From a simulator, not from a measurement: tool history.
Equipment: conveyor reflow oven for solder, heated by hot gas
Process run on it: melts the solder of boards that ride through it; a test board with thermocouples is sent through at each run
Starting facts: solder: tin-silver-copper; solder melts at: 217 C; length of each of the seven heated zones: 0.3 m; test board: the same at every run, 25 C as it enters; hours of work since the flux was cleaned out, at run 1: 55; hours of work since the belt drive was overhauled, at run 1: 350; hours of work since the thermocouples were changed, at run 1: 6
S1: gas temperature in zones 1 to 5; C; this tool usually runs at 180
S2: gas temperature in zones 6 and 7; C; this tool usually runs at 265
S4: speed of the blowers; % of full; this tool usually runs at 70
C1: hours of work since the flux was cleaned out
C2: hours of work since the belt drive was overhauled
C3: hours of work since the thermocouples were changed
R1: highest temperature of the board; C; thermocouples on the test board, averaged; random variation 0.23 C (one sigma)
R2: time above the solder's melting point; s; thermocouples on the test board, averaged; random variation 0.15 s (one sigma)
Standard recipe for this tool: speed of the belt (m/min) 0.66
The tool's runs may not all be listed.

Run 1, hour 0: usual settings; C1 55; C2 350; C3 6. Result: R1 248.4 C, R2 40 s.
Run 2, hour 13.4: usual settings; C1 63; C2 358; C3 14. Result: R1 248.5 C, R2 39.7 s.
Run 3, hour 21.3: usual settings; C1 68; C2 363; C3 19. Result: R1 248.2 C, R2 40 s.
Run 4, hour 27.8: usual settings; C1 72; C2 367; C3 23. Result: R1 248.3 C, R2 40 s.
Run 5, hour 34: usual settings; C1 76; C2 371; C3 27. Result: R1 248.4 C, R2 39.9 s.
Run 6, hour 44.2: usual settings but S4 56 % of full; C1 82; C2 377; C3 33. Result: R1 242.8 C, R2 35.4 s.
Run 7, hour 57.1: usual settings but S4 56 % of full; C1 90; C2 385; C3 41. Result: R1 243 C, R2 35.3 s.
Run 8, hour 64.7: usual settings but S4 56 % of full; C1 95; C2 390; C3 46. Result: R1 242.9 C, R2 35.2 s.
Run 9, hour 71.3: usual settings but speed of the belt (m/min) 0.749, S4 56 % of full; C1 99; C2 394; C3 50. Result: R1 237.8 C, R2 26.4 s.
Run 10, hour 85.8: usual settings but speed of the belt (m/min) 0.749, S4 56 % of full; C1 108; C2 403; C3 59. Result: R1 238.1 C, R2 26.4 s.
Run 11, hour 100.2: usual settings but S4 55 % of full; C1 117; C2 412; C3 68. Result: R1 242.6 C, R2 34.6 s.
Run 12, hour 112.9: usual settings but S4 55 % of full; C1 125; C2 420; C3 76. Result: R1 242.7 C, R2 34.8 s.
Run 13, hour 127.5: usual settings but S4 55 % of full; C1 134; C2 429; C3 85. Result: R1 242.2 C, R2 34.8 s.
Run 14, hour 138.3: usual settings but S4 55 % of full; C1 140; C2 435; C3 91. Result: R1 242.7 C, R2 34.6 s.
Run 15, hour 148.6: usual settings; C1 147; C2 442; C3 98. Result: R1 248.4 C, R2 39.9 s.
Run 16, hour 160.4: usual settings but S1 178 C, S4 64 % of full; C1 154; C2 449; C3 105. Result: R1 245.7 C, R2 37.4 s.
Run 17, hour 171: usual settings but S1 178 C, S4 64 % of full; C1 160; C2 455; C3 111. Result: R1 246.4 C, R2 37.4 s.
Run 18, hour 182.9: usual settings but S1 178 C, S4 64 % of full; C1 168; C2 463; C3 119. Result: R1 245.8 C, R2 37.5 s.
Run 19, hour 197.8: usual settings but S2 266 C, S4 56 % of full; C1 177; C2 472; C3 128. Result: R1 243.7 C, R2 35.8 s.
Run 20, hour 208.4: usual settings but S4 59 % of full; C1 184; C2 478; C3 134. Result: R1 244 C, R2 36.2 s.
Run 21, hour 218.3: usual settings but S1 175 C, S2 255 C, speed of the belt (m/min) 0.595, S4 63 % of full; C1 190; C2 485; C3 140. Result: R1 239.7 C, R2 36.9 s.

What will run 22 give?
Run 22, hour 230.4: usual settings but S1 184 C, S2 278 C, speed of the belt (m/min) 0.634, S4 50 % of full; C1 197; C2 492; C3 148. Result: R1 ?, R2 ?.

Logged for run 22: R1 253.3 C, R2 44.1 s.
If the tool had no hidden condition, the same run with the same run-to-run variation would have returned R1 253.4 C, R2 44.1 s.
